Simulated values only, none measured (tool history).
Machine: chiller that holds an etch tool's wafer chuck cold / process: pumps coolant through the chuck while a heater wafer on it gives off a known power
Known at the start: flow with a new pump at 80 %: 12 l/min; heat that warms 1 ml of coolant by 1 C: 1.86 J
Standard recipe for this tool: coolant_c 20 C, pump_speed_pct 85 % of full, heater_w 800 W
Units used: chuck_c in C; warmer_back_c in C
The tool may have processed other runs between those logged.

run    hour  coolant_c  pump_speed_pct  heater_w  chuck_c  warmer_back_c
  1     0.0         20              85       800     25.4           2.02
  2   137.5         20              85       800     25.6           2.00
  3   267.1         20              85       800     25.5           1.99
  4   391.2         20             100       800     24.6           1.64
  5   548.3         20             100       800     24.8           1.67
  6   680.8         20             100       800     24.7           1.72
  7   781.7         20             100       800     24.7           1.72
  8   928.4         20             100       800     24.7           1.74
  9  1042.0         20             100       800     24.6           1.75
 10  1155.7         20             100       800     24.7           1.74
     1325.4  -- coolant pump overhauled
 11  1325.4         20              70       800     26.6           2.59
 12  1440.6         20              85       836     25.7           2.21
 13  1642.9         20              85       800     25.3           2.16
 14  1845.9         26              85       800     31.6           2.15
 15  2059.2         11              73       698     16.5           2.19
 16  2156.5         12              90       635     16.1           1.64
 17  2253.4         13              77       522     17.1           1.60
 18  2381.6         11              66       745     17.5           2.70
 19  2536.9         19              85       900     25.2           2.45
 20  2647.2         12              60       800     19.7           3.21
 21  2784.3         12              61       549     17.3           2.20
     2816.7  -- gauge calibrated
 22  3012.3         12              61       549     17.3           2.00
     3050.7  -- chiller's thermometer calibrated
 23  3207.1         21              70       800     27.5           2.54
 24  3369.7         21              70       800     27.6           2.53
 25  3602.4         21              70       800     27.6           2.53
 26  3727.6         15              85       791     20.4           2.12
 27  3854.6         21              87       800     26.4           2.04

Predict each of these 5 candidate next runs independently; none follows another, all start after run 27:
  A  4015.5         21              86       930        ?              ?
  B  4015.5         21              88       800        ?              ?
  C  4015.5         25              70       416        ?              ?
  D  4015.5         21              85       800        ?              ?
  E  4015.5         23              85       800        ?              ?

run  chuck_c  warmer_back_c
  A     27.3           2.36
  B     26.5           1.97
  C     28.4           1.33
  D     26.3           2.14
  E     28.4           2.09
Without the tool's hidden state the same runs would have given:
run  chuck_c  warmer_back_c
  A     27.3           2.28
  B     26.5           1.88
  C     28.4           1.25
  D     26.3           2.06
  E     28.4           2.01
